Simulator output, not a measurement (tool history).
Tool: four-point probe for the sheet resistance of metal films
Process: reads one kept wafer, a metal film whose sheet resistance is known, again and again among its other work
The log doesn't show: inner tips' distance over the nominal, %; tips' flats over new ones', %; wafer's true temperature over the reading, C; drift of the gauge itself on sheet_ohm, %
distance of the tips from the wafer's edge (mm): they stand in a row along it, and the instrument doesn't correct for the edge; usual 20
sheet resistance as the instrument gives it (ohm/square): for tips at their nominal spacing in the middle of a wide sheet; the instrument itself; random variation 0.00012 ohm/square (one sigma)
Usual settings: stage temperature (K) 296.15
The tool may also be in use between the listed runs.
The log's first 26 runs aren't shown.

run     day  stage temperature (K)  distance of the tips from the wafer's edge (mm)  touches since the probe head was changed  hours of work since the stage's thermometer was calibrated  sheet resistance as the instrument gives it (ohm/square)
 27  13.279                 297.15                                               17                                     20425                                                         286                                                   0.61095
 28  13.825                 299.15                                                4                                     20899                                                         292                                                  0.614803
 29  14.217                 299.15                                                6                                     21235                                                         295                                                  0.612023
 30  14.646                 299.15                                                6                                     21608                                                         300                                                  0.612022
 31  15.054                 299.15                                               44                                     21962                                                         304                                                  0.610114
 32  15.804                 299.15                                               44                                     22609                                                         311                                                  0.609624
 33  16.342                 297.15                                               25                                     23074                                                         317                                                  0.610622
 34  17.021                 298.15                                                3                                     23662                                                         323                                                  0.619003
 35   17.65                 292.15                                               20                                     24205                                                         330                                                  0.612483
 36  18.104                 292.15                                               20                                     24597                                                         334                                                  0.612496
 37  18.625                 305.15                                               34                                     25050                                                         339                                                  0.607603
 38  19.383                 305.15                                               34                                     25705                                                         347                                                  0.607558
 39  20.004                 294.15                                                7                                     26243                                                         353                                                  0.612802
 40    20.5                 299.15                                                7                                     26672                                                         358                                                  0.611344
 41  21.096                 299.15                                                7                                     27187                                                         364                                                  0.611089

Forecast run 42:
 42  21.583                 305.15                                               11                                     27606                                                         369                                                         ?

{"run 42": {"sheet resistance as the instrument gives it (ohm/square)": 0.608116}}
Without the tool's hidden state the same run would have given sheet resistance as the instrument gives it (ohm/square) 0.611846.

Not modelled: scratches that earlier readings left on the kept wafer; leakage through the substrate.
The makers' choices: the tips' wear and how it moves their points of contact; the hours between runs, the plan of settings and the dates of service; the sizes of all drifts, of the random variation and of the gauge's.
